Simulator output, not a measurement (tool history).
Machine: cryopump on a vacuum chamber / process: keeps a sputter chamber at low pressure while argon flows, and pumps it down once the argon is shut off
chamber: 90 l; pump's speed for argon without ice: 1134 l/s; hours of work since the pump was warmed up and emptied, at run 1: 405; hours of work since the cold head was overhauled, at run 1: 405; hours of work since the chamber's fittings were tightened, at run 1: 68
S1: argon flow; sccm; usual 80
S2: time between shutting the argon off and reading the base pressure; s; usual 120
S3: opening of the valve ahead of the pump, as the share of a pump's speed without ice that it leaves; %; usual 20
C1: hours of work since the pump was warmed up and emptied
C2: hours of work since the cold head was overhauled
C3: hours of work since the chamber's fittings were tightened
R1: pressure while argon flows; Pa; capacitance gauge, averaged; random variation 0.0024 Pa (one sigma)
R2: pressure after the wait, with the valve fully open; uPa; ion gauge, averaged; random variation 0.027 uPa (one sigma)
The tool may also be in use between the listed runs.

| run | day | S1 | S2 | S3 | C1 | C2 | C3 | R1 | R2 |
|---|---|---|---|---|---|---|---|---|---|
| 1 | 0.000 | 80 | 120 | 20 | 405 | 405 | 68 | 0.6169 | 1.29 |
| 2 | 0.792 | 80 | 120 | 20 | 417 | 417 | 80 | 0.6208 | 1.32 |
| 3 | 1.358 | 80 | 120 | 20 | 425 | 425 | 88 | 0.6200 | 1.28 |
| 4 | 2.021 | 80 | 120 | 20 | 435 | 435 | 98 | 0.6219 | 1.27 |
| 5 | 2.492 | 80 | 120 | 20 | 442 | 442 | 105 | 0.6232 | 1.32 |
| 6 | 3.371 | 80 | 120 | 20 | 455 | 455 | 119 | 0.6213 | 1.34 |
| 7 | 3.958 | 80 | 120 | 20 | 464 | 464 | 127 | 0.6258 | 1.33 |
| 8 | 4.504 | 80 | 120 | 20 | 472 | 472 | 136 | 0.6285 | 1.40 |
| 9 | 4.975 | 80 | 120 | 20 | 479 | 479 | 143 | 0.6254 | 1.34 |
| 10 | 5.512 | 80 | 120 | 20 | 488 | 488 | 151 | 0.6224 | 1.43 |
| 11 | 5.971 | 80 | 120 | 20 | 494 | 494 | 158 | 0.6268 | 1.40 |
| 12 | 6.367 | 80 | 120 | 54 | 500 | 500 | 164 | 0.2481 | 1.44 |
| 13 | 7.046 | 54 | 120 | 54 | 511 | 511 | 174 | 0.1698 | 1.44 |
| 14 | 7.433 | 54 | 120 | 54 | 516 | 516 | 180 | 0.1697 | 1.44 |
| 15 | 8.058 | 54 | 120 | 54 | 526 | 526 | 189 | 0.1707 | 1.47 |
| 16 | 8.638 | 54 | 120 | 49 | 535 | 535 | 198 | 0.1842 | 1.45 |
| 17 | 9.275 | 54 | 120 | 49 | 544 | 544 | 207 | 0.1861 | 1.49 |
| 18 | 9.850 | 80 | 174 | 44 | 553 | 553 | 216 | 0.3033 | 1.21 |
| 19 | 10.462 | 134 | 174 | 59 | 562 | 562 | 225 | 0.3927 | 1.23 |
| 20 | 10.838 | 137 | 147 | 59 | 568 | 568 | 231 | 0.4030 | 1.33 |
| 21 | 11.600 | 137 | 147 | 59 | 579 | 579 | 242 | 0.4011 | 1.37 |
| 22 | 12.333 | 112 | 63 | 20 | 590 | 590 | 253 | 0.8835 | 2.31 |
| 23 | 13.142 | 112 | 63 | 20 | 602 | 602 | 266 | 0.8861 | 2.34 |
| 24 | 13.767 | 112 | 63 | 20 | 612 | 612 | 275 | 0.8947 | 2.28 |
| 25 | 14.471 | 40 | 130 | 32 | 622 | 622 | 286 | 0.2046 | 1.48 |
| 26 | 15.142 | 40 | 130 | 32 | 632 | 632 | 296 | 0.2062 | 1.46 |
| 27 | 15.667 | 59 | 26 | 24 | 640 | 640 | 304 | 0.3949 | 4.91 |
| 28 | 16.462 | 63 | 25 | 47 | 652 | 652 | 316 | 0.2315 | 4.94 |
| 29 | 17.321 | 63 | 25 | 47 | 665 | 665 | 328 | 0.2316 | 5.06 |
| 30 | 17.808 | 63 | 25 | 47 | 673 | 673 | 336 | 0.2305 | 5.16 |
| 31 | 18.262 | 63 | 25 | 47 | 679 | 679 | 343 | 0.2322 | 5.14 |
| 32 | 19.162 | 94 | 46 | 27 | 693 | 693 | 356 | 0.5648 | 3.06 |
| 33 | 19.762 | 94 | 65 | 39 | 702 | 702 | 365 | 0.4078 | 2.50 |
| 34 | 20.200 | 94 | 65 | 39 | 709 | 709 | 372 | 0.4100 | 2.52 |

Each run again, without the hidden state but with its own random variation kept:
What the log doesn't record here: pump's speed, % of a pump's without ice; cold plate's temperature, K; leak into the chamber, uPa l/s; drift of the gauge itself on working_pa, %; drift of the gauge itself on base_upa, %.
| run | R1 | R2 |
|---|---|---|
| 1 | 0.5943 | 1.16 |
| 2 | 0.5974 | 1.17 |
| 3 | 0.5961 | 1.13 |
| 4 | 0.5974 | 1.11 |
| 5 | 0.5982 | 1.15 |
| 6 | 0.5956 | 1.15 |
| 7 | 0.5994 | 1.14 |
| 8 | 0.6015 | 1.19 |
| 9 | 0.5981 | 1.13 |
| 10 | 0.5947 | 1.20 |
| 11 | 0.5984 | 1.17 |
| 12 | 0.2197 | 1.19 |
| 13 | 0.1500 | 1.18 |
| 14 | 0.1498 | 1.17 |
| 15 | 0.1504 | 1.20 |
| 16 | 0.1636 | 1.16 |
| 17 | 0.1650 | 1.18 |
| 18 | 0.2714 | 0.90 |
| 19 | 0.3382 | 0.90 |
| 20 | 0.3466 | 1.00 |
| 21 | 0.3438 | 1.03 |
| 22 | 0.8353 | 1.96 |
| 23 | 0.8367 | 1.97 |
| 24 | 0.8439 | 1.92 |
| 25 | 0.1863 | 1.08 |
| 26 | 0.1875 | 1.06 |
| 27 | 0.3669 | 4.48 |
| 28 | 0.2009 | 4.51 |
| 29 | 0.2002 | 4.60 |
| 30 | 0.1989 | 4.69 |
| 31 | 0.1999 | 4.66 |
| 32 | 0.5158 | 2.57 |
| 33 | 0.3579 | 1.98 |
| 34 | 0.3592 | 1.99 |
